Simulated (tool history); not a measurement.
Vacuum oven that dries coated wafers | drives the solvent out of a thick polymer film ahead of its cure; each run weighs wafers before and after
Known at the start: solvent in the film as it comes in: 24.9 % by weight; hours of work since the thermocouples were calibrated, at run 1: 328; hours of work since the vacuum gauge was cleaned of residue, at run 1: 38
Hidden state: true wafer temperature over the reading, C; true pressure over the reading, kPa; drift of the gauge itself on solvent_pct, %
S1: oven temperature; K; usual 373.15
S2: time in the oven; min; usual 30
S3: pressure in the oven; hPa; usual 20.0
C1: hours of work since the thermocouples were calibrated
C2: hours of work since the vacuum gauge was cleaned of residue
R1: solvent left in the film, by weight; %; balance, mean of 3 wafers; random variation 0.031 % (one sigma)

run,hour,S1,S2,S3,C1,C2,R1
1,0.0,373.15,30,20.0,328,38,4.98
2,17.5,373.15,30,20.0,336,47,5.00
3,28.4,373.15,30,20.0,342,52,5.07
4,38.6,373.15,30,20.0,347,57,5.03
5,50.7,373.15,30,20.0,353,63,5.06
6,66.7,373.15,30,20.0,361,71,5.08
7,76.7,373.15,17,20.0,366,76,9.04
8,92.8,373.15,25,20.0,374,84,6.28
9,111.2,373.15,30,20.0,383,94,4.99
10,119.2,373.15,30,20.0,387,98,5.00
11,131.9,373.15,30,20.0,394,104,5.07
12,140.6,373.15,30,20.0,398,108,5.00
13,156.8,373.15,27,20.0,406,116,5.69
14,170.3,373.15,27,20.0,413,123,5.77
15,183.0,373.15,30,17.7,419,130,4.98
16,201.0,373.15,30,17.7,428,139,4.93
17,212.5,373.15,30,20.0,434,144,5.02
18,226.3,373.15,36,20.0,441,151,3.92
19,243.5,373.15,36,20.0,450,160,3.80
20,254.6,362.15,36,20.0,455,165,6.80
21,267.6,373.15,30,20.0,462,172,4.99
22,280.5,373.15,30,20.0,468,178,4.99
23,289.3,373.15,30,20.0,473,183,5.06
# hour 293.0: oven's thermocouples calibrated
24,299.9,385.15,18,20.0,3,187,5.39
25,318.6,363.15,24,20.0,13,196,9.36
# hour 321.8: oven's thermocouples calibrated, once more
26,335.7,363.15,24,20.0,7,204,9.60
27,349.4,363.15,24,20.0,14,211,9.59
28,360.4,371.15,16,20.0,19,216,10.15
29,372.7,373.15,22,23.9,25,223,7.38
30,380.5,373.15,22,23.9,29,226,7.50
31,397.5,374.15,30,20.0,38,235,4.92
32,415.2,368.15,30,27.3,47,244,6.68
33,431.2,368.15,30,27.3,55,252,6.72
34,448.2,377.15,30,30.3,63,260,4.35
35,464.6,377.15,35,33.1,72,269,3.54
36,479.1,373.15,26,20.0,79,276,6.11
37,490.1,376.15,20,20.0,84,281,7.19
38,500.0,376.15,20,20.0,89,286,7.20
39,509.6,373.15,16,11.8,94,291,9.49
40,518.0,386.15,16,33.3,98,295,6.33
41,531.6,366.15,39,20.0,105,302,5.24
42,540.9,388.15,21,11.2,110,307,3.70
43,554.2,373.15,52,42.6,116,314,2.59
44,566.5,385.15,24,10.8,123,320,3.55
45,579.0,385.15,36,25.7,129,326,1.79
46,592.5,376.15,25,29.5,136,333,5.73

Hidden state at the last listed run before each entry between runs and at the first one after, where it differs:
Between runs 23 and 24: oven's thermocouples calibrated (hour 293.0)
  true wafer temperature over the reading, C: 1 -> 1.31; true pressure over the reading, kPa: 0.085 -> 0.087
  measured less the result without the state, R1: -0.24 -> -0.31 %
Between runs 25 and 26: oven's thermocouples calibrated, once more (hour 321.8)
  true wafer temperature over the reading, C: 1.33 -> 0.33; true pressure over the reading, kPa: 0.092 -> 0.096
  measured less the result without the state, R1: -0.36 -> -0.07 %

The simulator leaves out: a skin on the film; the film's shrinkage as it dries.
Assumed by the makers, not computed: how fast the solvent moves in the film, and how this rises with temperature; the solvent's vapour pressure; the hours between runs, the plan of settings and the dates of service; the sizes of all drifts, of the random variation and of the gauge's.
